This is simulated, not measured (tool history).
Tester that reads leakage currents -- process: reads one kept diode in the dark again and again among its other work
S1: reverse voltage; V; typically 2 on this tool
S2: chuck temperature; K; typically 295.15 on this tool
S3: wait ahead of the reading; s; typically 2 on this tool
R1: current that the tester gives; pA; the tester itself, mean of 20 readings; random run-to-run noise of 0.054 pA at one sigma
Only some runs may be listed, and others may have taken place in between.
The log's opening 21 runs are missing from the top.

{"run": 22, "hour": 2737.4, "S1": 1.05, "S2": 295.15, "S3": 1.44, "R1": 6.77}
{"run": 23, "hour": 2836.7, "S1": 8.35, "S2": 323.15, "S3": 0.67, "R1": 98.85}
{"run": 24, "hour": 2917.3, "S1": 5.64, "S2": 300.15, "S3": 1.01, "R1": 20.11}
{"run": 25, "hour": 3000.8, "S1": 5.64, "S2": 300.15, "S3": 1.01, "R1": 20.49}
{"run": 26, "hour": 3155.5, "S1": 1.11, "S2": 295.15, "S3": 3.06, "R1": 7.08}
{"run": 27, "hour": 3295.1, "S1": 9.65, "S2": 293.15, "S3": 2, "R1": 20.77}
{"hour": 3396.9, "done": "chuck's temperature calibrated"}
{"run": 28, "hour": 3422.3, "S1": 9.65, "S2": 333.15, "S3": 8.1, "R1": 193.54}
{"run": 29, "hour": 3544.9, "S1": 2.23, "S2": 333.15, "S3": 0.78, "R1": 117.54}
{"run": 30, "hour": 3628.6, "S1": 2.23, "S2": 333.15, "S3": 0.78, "R1": 117.8}
{"run": 31, "hour": 3772.7, "S1": 2.77, "S2": 324.15, "S3": 0.5, "R1": 71.4}
{"run": 32, "hour": 3910.4, "S1": 9.84, "S2": 295.15, "S3": 1.08, "R1": 25.49}
{"run": 33, "hour": 3993.8, "S1": 9.84, "S2": 295.15, "S3": 1.08, "R1": 25.72}
{"run": 34, "hour": 4104.3, "S1": 2.01, "S2": 322.15, "S3": 0.4, "R1": 57.08}
{"run": 35, "hour": 4241.4, "S1": 16.12, "S2": 295.15, "S3": 6.41, "R1": 37.8}
{"hour": 4342.7, "done": "probe card cleaned and baked"}
{"run": 36, "hour": 4388.0, "S1": 2, "S2": 300.15, "S3": 2, "R1": 10.68}
{"run": 37, "hour": 4539.8, "S1": 2, "S2": 300.15, "S3": 2, "R1": 10.74}
{"run": 38, "hour": 4709.1, "S1": 2, "S2": 322.15, "S3": 4.18, "R1": 54.53}
{"run": 39, "hour": 4866.6, "S1": 2.83, "S2": 295.15, "S3": 2, "R1": 8.64}

Below are 4 alternative next runs, each starting from the tool's condition after run 39. Predict each:
{"run": "A", "hour": 5005.3, "S1": 2.64, "S2": 295.15, "S3": 0.56, "R1": "?"}
{"run": "B", "hour": 5005.3, "S1": 2.37, "S2": 303.15, "S3": 2, "R1": "?"}
{"run": "C", "hour": 5005.3, "S1": 2, "S2": 295.15, "S3": 9.56, "R1": "?"}
{"run": "D", "hour": 5005.3, "S1": 2.83, "S2": 332.15, "S3": 1.32, "R1": "?"}

run=A R1=8.75
run=B R1=14.95
run=C R1=7.7
run=D R1=119.79
Had the tool no hidden state, the same runs would have come out as:
run=A R1=7.6
run=B R1=13.56
run=C R1=6.77
run=D R1=113.63
